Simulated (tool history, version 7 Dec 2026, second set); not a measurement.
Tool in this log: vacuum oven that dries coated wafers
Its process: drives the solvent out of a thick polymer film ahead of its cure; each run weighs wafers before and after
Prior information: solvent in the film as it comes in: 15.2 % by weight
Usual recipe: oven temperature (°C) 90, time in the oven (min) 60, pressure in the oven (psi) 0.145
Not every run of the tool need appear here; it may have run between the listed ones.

{"run": 1, "day": 0.0, "oven temperature (°C)": 90, "time in the oven (min)": 60, "pressure in the oven (psi)": 0.145, "solvent left in the film (%)": 1.71}
{"run": 2, "day": 0.696, "oven temperature (°C)": 90, "time in the oven (min)": 60, "pressure in the oven (psi)": 0.145, "solvent left in the film (%)": 1.76}
{"run": 3, "day": 1.121, "oven temperature (°C)": 90, "time in the oven (min)": 60, "pressure in the oven (psi)": 0.145, "solvent left in the film (%)": 1.72}
{"run": 4, "day": 1.625, "oven temperature (°C)": 90, "time in the oven (min)": 60, "pressure in the oven (psi)": 0.104, "solvent left in the film (%)": 1.68}
{"run": 5, "day": 2.475, "oven temperature (°C)": 90, "time in the oven (min)": 60, "pressure in the oven (psi)": 0.104, "solvent left in the film (%)": 1.65}
{"run": 6, "day": 2.879, "oven temperature (°C)": 95, "time in the oven (min)": 60, "pressure in the oven (psi)": 0.145, "solvent left in the film (%)": 0.9}
{"run": 7, "day": 3.254, "oven temperature (°C)": 95, "time in the oven (min)": 60, "pressure in the oven (psi)": 0.145, "solvent left in the film (%)": 0.89}
{"run": 8, "day": 3.888, "oven temperature (°C)": 96, "time in the oven (min)": 60, "pressure in the oven (psi)": 0.145, "solvent left in the film (%)": 0.73}
{"run": 9, "day": 4.412, "oven temperature (°C)": 96, "time in the oven (min)": 60, "pressure in the oven (psi)": 0.145, "solvent left in the film (%)": 0.75}
{"run": 10, "day": 4.933, "oven temperature (°C)": 78, "time in the oven (min)": 60, "pressure in the oven (psi)": 0.408, "solvent left in the film (%)": 5.6}
{"day": 5.054, "done": "oven's thermocouples calibrated"}
{"run": 11, "day": 5.546, "oven temperature (°C)": 85, "time in the oven (min)": 38, "pressure in the oven (psi)": 0.215, "solvent left in the film (%)": 4.81}
{"run": 12, "day": 6.292, "oven temperature (°C)": 75, "time in the oven (min)": 60, "pressure in the oven (psi)": 0.205, "solvent left in the film (%)": 5.87}
{"run": 13, "day": 6.846, "oven temperature (°C)": 90, "time in the oven (min)": 45, "pressure in the oven (psi)": 0.119, "solvent left in the film (%)": 2.45}
{"run": 14, "day": 7.475, "oven temperature (°C)": 90, "time in the oven (min)": 94, "pressure in the oven (psi)": 0.126, "solvent left in the film (%)": 0.61}
{"run": 15, "day": 8.238, "oven temperature (°C)": 88, "time in the oven (min)": 56, "pressure in the oven (psi)": 0.437, "solvent left in the film (%)": 2.56}
{"run": 16, "day": 8.888, "oven temperature (°C)": 88, "time in the oven (min)": 56, "pressure in the oven (psi)": 0.437, "solvent left in the film (%)": 2.56}

Forecast each of these 5 alternatives for the next run:
{"run": "A", "day": 9.354, "oven temperature (°C)": 90, "time in the oven (min)": 95, "pressure in the oven (psi)": 0.183, "solvent left in the film (%)": "?"}
{"run": "B", "day": 9.354, "oven temperature (°C)": 96, "time in the oven (min)": 56, "pressure in the oven (psi)": 0.149, "solvent left in the film (%)": "?"}
{"run": "C", "day": 9.354, "oven temperature (°C)": 104, "time in the oven (min)": 38, "pressure in the oven (psi)": 0.113, "solvent left in the film (%)": "?"}
{"run": "D", "day": 9.354, "oven temperature (°C)": 88, "time in the oven (min)": 56, "pressure in the oven (psi)": 0.437, "solvent left in the film (%)": "?"}
{"run": "E", "day": 9.354, "oven temperature (°C)": 96, "time in the oven (min)": 32, "pressure in the oven (psi)": 0.437, "solvent left in the film (%)": "?"}

run=A solvent_left_in_the_film_(%)=0.64
run=B solvent_left_in_the_film_(%)=0.79
run=C solvent_left_in_the_film_(%)=0.55
run=D solvent_left_in_the_film_(%)=2.55
run=E solvent_left_in_the_film_(%)=2.52
Without the tool's unlogged condition, the same runs would have read:
run=A solvent_left_in_the_film_(%)=1.00
run=B solvent_left_in_the_film_(%)=1.24
run=C solvent_left_in_the_film_(%)=0.90
run=D solvent_left_in_the_film_(%)=3.43
run=E solvent_left_in_the_film_(%)=3.35
